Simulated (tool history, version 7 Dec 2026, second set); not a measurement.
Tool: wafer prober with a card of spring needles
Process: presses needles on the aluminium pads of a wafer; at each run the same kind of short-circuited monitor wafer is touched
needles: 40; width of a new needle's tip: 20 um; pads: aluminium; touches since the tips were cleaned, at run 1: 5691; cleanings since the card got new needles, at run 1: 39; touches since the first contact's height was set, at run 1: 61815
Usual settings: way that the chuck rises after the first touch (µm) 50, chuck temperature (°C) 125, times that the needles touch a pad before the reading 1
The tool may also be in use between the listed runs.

run,day,way that the chuck rises after the first touch (µm),chuck temperature (°C),times that the needles touch a pad before the reading,touches since the tips were cleaned,cleanings since the card got new needles,touches since the first contact's height was set,resistance of one needle with its contact and lead (mohm),way that a needle slides on the pad (µm)
1,0.000,50,125,1,5691,39,61815,228,9.67
# day 0.117: tips cleaned on abrasive film
2,0.379,40,125,1,4449,40,68181,263,7.73
# day 0.608: tips cleaned on abrasive film
3,0.858,40,114,1,4179,41,76167,255,7.70
# day 1.067: tips cleaned on abrasive film
4,1.196,40,114,1,2161,42,81807,219,7.66
# day 1.533: tips cleaned on abrasive film
5,1.908,40,114,1,6351,43,93827,292,7.67
# day 2.004: tips cleaned on abrasive film
# day 2.129: height of the first contact set anew
6,2.379,50,125,2,6142,44,4265,191,9.51
# day 2.504: tips cleaned on abrasive film
7,2.900,50,125,2,6757,45,13005,203,9.51
# day 2.979: tips cleaned on abrasive film
# day 3.429: height of the first contact set anew, once more
# day 3.442: tips cleaned on abrasive film
8,3.442,50,125,2,0,47,140,132,9.73
# day 3.929: tips cleaned on abrasive film
9,3.992,50,125,2,1024,48,9371,151,9.73
# day 4.379: tips cleaned on abrasive film
10,4.471,50,125,1,1523,49,17417,171,9.73
# day 4.875: tips cleaned on abrasive film
11,5.000,35,125,1,2094,50,26277,243,6.78
# day 5.358: tips cleaned on abrasive film
12,5.362,60,52,1,63,51,32351,121,11.66
13,5.750,52,52,1,6642,51,38930,236,10.08
# day 5.854: tips cleaned on abrasive film
# day 6.350: tips cleaned on abrasive film
14,6.475,61,87,1,2083,53,50998,159,11.81
# day 6.846: tips cleaned on abrasive film
15,6.850,63,118,2,18,54,57269,128,12.17
# day 7.300: tips cleaned on abrasive film
16,7.433,63,118,2,2215,55,67087,145,12.17
# day 7.783: tips cleaned on abrasive film
17,8.142,63,118,2,6096,56,79004,167,12.14
# day 8.254: tips cleaned on abrasive film
18,8.550,63,118,2,4977,57,85807,164,12.14
# day 8.712: tips cleaned on abrasive film
19,9.004,58,112,1,4916,58,93432,198,11.15
# day 9.179: tips cleaned on abrasive film
# day 9.258: height of the first contact set anew
# day 9.679: tips cleaned on abrasive film
20,9.679,31,73,1,0,60,7048,153,6.03
21,10.096,37,125,1,7023,60,14071,345,7.20
# day 10.171: tips cleaned on abrasive film
# day 10.633: tips cleaned on abrasive film
22,10.788,56,35,1,2595,62,25622,177,10.88

3 ways to go on from here, each from the tool as it stands after run 22. What would each give?
# day 11.083: tips cleaned on abrasive film
A,11.417,56,90,1,5668,63,36188,?,?
# day 11.083: tips cleaned on abrasive film
B,11.417,56,35,3,5668,63,36188,?,?
# day 11.083: tips cleaned on abrasive film
C,11.417,67,54,2,5668,63,36188,?,?

run,resistance of one needle with its contact and lead (mohm),way that a needle slides on the pad (µm)
A,215,10.90
B,151,10.85
C,157,13.03
Without the tool's hidden state the same runs would have given:
run,resistance of one needle with its contact and lead (mohm),way that a needle slides on the pad (µm)
A,117,10.96
B,112,10.91
C,111,13.09

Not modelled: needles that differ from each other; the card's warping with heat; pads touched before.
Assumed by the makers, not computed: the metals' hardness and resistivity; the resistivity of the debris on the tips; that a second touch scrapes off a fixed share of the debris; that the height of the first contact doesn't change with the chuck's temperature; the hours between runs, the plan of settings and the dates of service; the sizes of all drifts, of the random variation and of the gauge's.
